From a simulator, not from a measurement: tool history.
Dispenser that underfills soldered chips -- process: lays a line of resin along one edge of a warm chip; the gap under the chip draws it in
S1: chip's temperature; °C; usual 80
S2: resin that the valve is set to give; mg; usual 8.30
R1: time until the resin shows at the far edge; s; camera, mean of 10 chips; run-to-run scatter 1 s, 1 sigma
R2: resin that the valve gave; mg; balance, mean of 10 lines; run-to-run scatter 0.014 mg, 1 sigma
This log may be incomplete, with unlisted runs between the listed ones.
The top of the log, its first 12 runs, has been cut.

{"day": 3.833, "done": "new syringe of resin"}
{"run": 13, "day": 4.008, "S1": 80, "S2": 10.37, "R1": 112.3, "R2": 10.33}
{"run": 14, "day": 4.3, "S1": 80, "S2": 10.37, "R1": 148.9, "R2": 10.33}
{"day": 4.412, "done": "new syringe of resin"}
{"run": 15, "day": 4.538, "S1": 80, "S2": 10.37, "R1": 114.6, "R2": 10.29}
{"day": 4.979, "done": "new syringe of resin"}
{"run": 16, "day": 4.979, "S1": 80, "S2": 10.37, "R1": 99.2, "R2": 10.28}
{"run": 17, "day": 5.3, "S1": 80, "S2": 10.37, "R1": 130.8, "R2": 10.2}
{"day": 5.571, "done": "new syringe of resin"}
{"run": 18, "day": 5.7, "S1": 80, "S2": 8.69, "R1": 114.0, "R2": 8.51}
{"run": 19, "day": 6.096, "S1": 70, "S2": 7.29, "R1": 255.5, "R2": 7.14}
{"day": 6.138, "done": "new syringe of resin"}
{"run": 20, "day": 6.375, "S1": 91, "S2": 8.3, "R1": 84.3, "R2": 8.11}
{"day": 6.708, "done": "new syringe of resin"}
{"run": 21, "day": 6.729, "S1": 69, "S2": 7.34, "R1": 161.5, "R2": 7.13}
{"day": 7.125, "done": "dispensing valve cleaned and set on the balance"}
{"run": 22, "day": 7.162, "S1": 80, "S2": 8.15, "R1": 146.7, "R2": 8.2}
{"day": 7.342, "done": "new syringe of resin"}
{"run": 23, "day": 7.533, "S1": 80, "S2": 8.15, "R1": 120.3, "R2": 8.14}
{"day": 7.921, "done": "new syringe of resin"}
{"run": 24, "day": 7.942, "S1": 73, "S2": 7.8, "R1": 138.3, "R2": 7.79}
{"run": 25, "day": 8.3, "S1": 85, "S2": 7.83, "R1": 122.5, "R2": 7.78}
{"day": 8.5, "done": "new syringe of resin"}
{"run": 26, "day": 8.725, "S1": 94, "S2": 7.81, "R1": 75.8, "R2": 7.73}
{"day": 9.079, "done": "new syringe of resin"}
{"run": 27, "day": 9.104, "S1": 80, "S2": 7.53, "R1": 103.8, "R2": 7.45}
{"run": 28, "day": 9.496, "S1": 83, "S2": 8.02, "R1": 132.2, "R2": 7.88}
{"day": 9.646, "done": "new syringe of resin"}
{"run": 29, "day": 9.729, "S1": 79, "S2": 10.05, "R1": 115.4, "R2": 9.89}
{"run": 30, "day": 10.112, "S1": 81, "S2": 10.46, "R1": 152.1, "R2": 10.24}
{"day": 10.225, "done": "new syringe of resin"}
{"run": 31, "day": 10.517, "S1": 81, "S2": 10.46, "R1": 130.0, "R2": 10.19}
{"day": 10.704, "done": "dispensing valve cleaned and set on the balance"}
{"run": 32, "day": 10.767, "S1": 81, "S2": 10.46, "R1": 155.8, "R2": 10.45}
{"day": 10.854, "done": "new syringe of resin"}
{"run": 33, "day": 11.021, "S1": 83, "S2": 10.56, "R1": 106.3, "R2": 10.55}
{"run": 34, "day": 11.292, "S1": 82, "S2": 8.86, "R1": 145.1, "R2": 8.81}
{"day": 11.425, "done": "new syringe of resin"}
{"run": 35, "day": 11.662, "S1": 76, "S2": 7.28, "R1": 159.6, "R2": 7.25}
{"run": 36, "day": 11.95, "S1": 92, "S2": 9.91, "R1": 107.1, "R2": 9.84}

Alternative continuations, all from the tool just after run 36; predict every row:
{"day": 12.008, "done": "new syringe of resin"}
{"run": "A", "day": 12.296, "S1": 83, "S2": 10.21, "R1": "?", "R2": "?"}
{"day": 12.008, "done": "new syringe of resin"}
{"run": "B", "day": 12.296, "S1": 94, "S2": 8.95, "R1": "?", "R2": "?"}
{"day": 12.008, "done": "new syringe of resin"}
{"run": "C", "day": 12.296, "S1": 67, "S2": 9.73, "R1": "?", "R2": "?"}

run=A R1=120.6 R2=10.07
run=B R1=79.8 R2=8.83
run=C R1=228.2 R2=9.60
What these runs would have given with no unlogged condition in the tool:
run=A R1=84.1 R2=10.20
run=B R1=56.0 R2=8.94
run=C R1=157.9 R2=9.73
